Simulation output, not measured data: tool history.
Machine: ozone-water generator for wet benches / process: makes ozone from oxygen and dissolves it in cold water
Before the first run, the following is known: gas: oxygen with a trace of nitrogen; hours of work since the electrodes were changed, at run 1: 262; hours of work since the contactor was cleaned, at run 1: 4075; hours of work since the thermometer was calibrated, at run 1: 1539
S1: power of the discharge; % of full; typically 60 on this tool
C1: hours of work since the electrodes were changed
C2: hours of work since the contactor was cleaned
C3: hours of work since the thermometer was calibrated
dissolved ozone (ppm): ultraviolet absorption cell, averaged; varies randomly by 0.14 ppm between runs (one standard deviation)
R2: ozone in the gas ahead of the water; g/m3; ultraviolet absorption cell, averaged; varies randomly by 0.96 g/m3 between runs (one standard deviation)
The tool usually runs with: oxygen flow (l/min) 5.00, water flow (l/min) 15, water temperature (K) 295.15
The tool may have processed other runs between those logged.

{"run": 1, "hour": 0.0, "S1": 60, "oxygen flow (l/min)": 5.0, "water flow (l/min)": 15, "water temperature (K)": 295.15, "C1": 262, "C2": 4075, "C3": 1539, "dissolved ozone (ppm)": 16.0, "R2": 161.6}
{"run": 2, "hour": 12.9, "S1": 60, "oxygen flow (l/min)": 5.0, "water flow (l/min)": 15, "water temperature (K)": 295.15, "C1": 273, "C2": 4086, "C3": 1550, "dissolved ozone (ppm)": 16.0, "R2": 161.6}
{"run": 3, "hour": 27.0, "S1": 60, "oxygen flow (l/min)": 5.0, "water flow (l/min)": 19, "water temperature (K)": 295.15, "C1": 285, "C2": 4098, "C3": 1562, "dissolved ozone (ppm)": 13.0, "R2": 162.6}
{"run": 4, "hour": 46.5, "S1": 60, "oxygen flow (l/min)": 7.5, "water flow (l/min)": 19, "water temperature (K)": 295.15, "C1": 301, "C2": 4114, "C3": 1578, "dissolved ozone (ppm)": 13.8, "R2": 143.2}
{"run": 5, "hour": 60.9, "S1": 60, "oxygen flow (l/min)": 7.5, "water flow (l/min)": 19, "water temperature (K)": 295.15, "C1": 313, "C2": 4126, "C3": 1590, "dissolved ozone (ppm)": 13.8, "R2": 141.6}
{"run": 6, "hour": 81.7, "S1": 60, "oxygen flow (l/min)": 7.5, "water flow (l/min)": 19, "water temperature (K)": 295.15, "C1": 331, "C2": 4143, "C3": 1608, "dissolved ozone (ppm)": 13.8, "R2": 143.3}
{"run": 7, "hour": 99.5, "S1": 60, "oxygen flow (l/min)": 5.0, "water flow (l/min)": 15, "water temperature (K)": 295.15, "C1": 346, "C2": 4158, "C3": 1623, "dissolved ozone (ppm)": 15.9, "R2": 160.2}
{"run": 8, "hour": 121.9, "S1": 60, "oxygen flow (l/min)": 5.0, "water flow (l/min)": 15, "water temperature (K)": 295.15, "C1": 365, "C2": 4177, "C3": 1642, "dissolved ozone (ppm)": 16.1, "R2": 159.9}
{"run": 9, "hour": 137.2, "S1": 83, "oxygen flow (l/min)": 5.0, "water flow (l/min)": 15, "water temperature (K)": 295.15, "C1": 378, "C2": 4190, "C3": 1654, "dissolved ozone (ppm)": 21.0, "R2": 213.0}
{"run": 10, "hour": 158.9, "S1": 83, "oxygen flow (l/min)": 5.0, "water flow (l/min)": 15, "water temperature (K)": 295.15, "C1": 396, "C2": 4208, "C3": 1673, "dissolved ozone (ppm)": 20.7, "R2": 211.8}
{"run": 11, "hour": 177.5, "S1": 60, "oxygen flow (l/min)": 5.0, "water flow (l/min)": 15, "water temperature (K)": 295.15, "C1": 411, "C2": 4224, "C3": 1688, "dissolved ozone (ppm)": 16.0, "R2": 161.4}
{"run": 12, "hour": 208.2, "S1": 60, "oxygen flow (l/min)": 5.0, "water flow (l/min)": 15, "water temperature (K)": 295.15, "C1": 437, "C2": 4250, "C3": 1714, "dissolved ozone (ppm)": 15.8, "R2": 160.7}
{"run": 13, "hour": 237.2, "S1": 60, "oxygen flow (l/min)": 5.0, "water flow (l/min)": 15, "water temperature (K)": 298.15, "C1": 462, "C2": 4274, "C3": 1738, "dissolved ozone (ppm)": 15.0, "R2": 161.8}
{"run": 14, "hour": 260.4, "S1": 60, "oxygen flow (l/min)": 2.62, "water flow (l/min)": 15, "water temperature (K)": 300.15, "C1": 481, "C2": 4294, "C3": 1758, "dissolved ozone (ppm)": 13.0, "R2": 197.9}

The next listed run, before its measurement:
{"run": 15, "hour": 281.0, "S1": 60, "oxygen flow (l/min)": 2.62, "water flow (l/min)": 15, "water temperature (K)": 300.15, "C1": 498, "C2": 4311, "C3": 1775, "dissolved ozone (ppm)": "?", "R2": "?"}

{"run 15": {"dissolved ozone (ppm)": 12.9, "R2": 198.2}}
Without the tool's hidden state the same run would have given dissolved ozone (ppm) 13.7, R2 200.9 g/m3.
